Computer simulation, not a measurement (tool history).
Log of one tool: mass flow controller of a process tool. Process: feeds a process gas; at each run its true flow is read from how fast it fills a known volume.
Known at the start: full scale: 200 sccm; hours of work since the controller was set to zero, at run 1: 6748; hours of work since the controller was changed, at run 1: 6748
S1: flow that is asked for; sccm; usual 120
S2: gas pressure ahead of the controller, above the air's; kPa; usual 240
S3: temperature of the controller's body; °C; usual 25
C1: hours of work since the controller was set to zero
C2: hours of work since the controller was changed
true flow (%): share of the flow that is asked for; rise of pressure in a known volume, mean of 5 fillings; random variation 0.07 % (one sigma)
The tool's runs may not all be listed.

run 1 day=0.000 | S1=120 S2=240 S3=25 | C1=6748 C2=6748 | true_flow_(%)=94.52
run 2 day=1.629 | S1=120 S2=240 S3=25 | C1=6768 C2=6768 | true_flow_(%)=94.47
run 3 day=3.471 | S1=120 S2=240 S3=25 | C1=6791 C2=6791 | true_flow_(%)=94.56
run 4 day=6.004 | S1=120 S2=240 S3=25 | C1=6823 C2=6823 | true_flow_(%)=94.45
run 5 day=7.621 | S1=182 S2=240 S3=25 | C1=6843 C2=6843 | true_flow_(%)=95.73
run 6 day=9.533 | S1=182 S2=240 S3=24 | C1=6867 C2=6867 | true_flow_(%)=95.66
run 7 day=11.321 | S1=120 S2=240 S3=25 | C1=6890 C2=6890 | true_flow_(%)=94.54
run 8 day=14.400 | S1=120 S2=240 S3=25 | C1=6928 C2=6928 | true_flow_(%)=94.49
run 9 day=17.312 | S1=120 S2=204 S3=25 | C1=6965 C2=6965 | true_flow_(%)=94.08
run 10 day=20.896 | S1=129 S2=204 S3=33 | C1=7010 C2=7010 | true_flow_(%)=95.08
run 11 day=24.054 | S1=107 S2=225 S3=23 | C1=7049 C2=7049 | true_flow_(%)=93.67
run 12 day=26.958 | S1=35 S2=147 S3=22 | C1=7086 C2=7086 | true_flow_(%)=88.19
-- day=27.538 controller exchanged for a calibrated one
run 13 day=30.404 | S1=32 S2=198 S3=25 | C1=36 C2=36 | true_flow_(%)=97.71
run 14 day=32.575 | S1=120 S2=186 S3=32 | C1=63 C2=63 | true_flow_(%)=99.54
run 15 day=34.242 | S1=83 S2=212 S3=25 | C1=84 C2=84 | true_flow_(%)=98.37
run 16 day=36.012 | S1=22 S2=213 S3=37 | C1=106 C2=106 | true_flow_(%)=98.51
run 17 day=38.296 | S1=22 S2=213 S3=37 | C1=135 C2=135 | true_flow_(%)=98.49

Forecast each of these 3 alternatives for the next run:
run A day=40.979 | S1=22 S2=247 S3=37 | C1=169 C2=169 | true_flow_(%)=?
run B day=40.979 | S1=74 S2=175 S3=27 | C1=169 C2=169 | true_flow_(%)=?
run C day=40.979 | S1=22 S2=196 S3=28 | C1=169 C2=169 | true_flow_(%)=?

run=A true_flow_(%)=98.69
run=B true_flow_(%)=98.28
run=C true_flow_(%)=97.44
Without the tool's hidden state the same runs would have given:
run=A true_flow_(%)=99.46
run=B true_flow_(%)=98.62
run=C true_flow_(%)=98.20
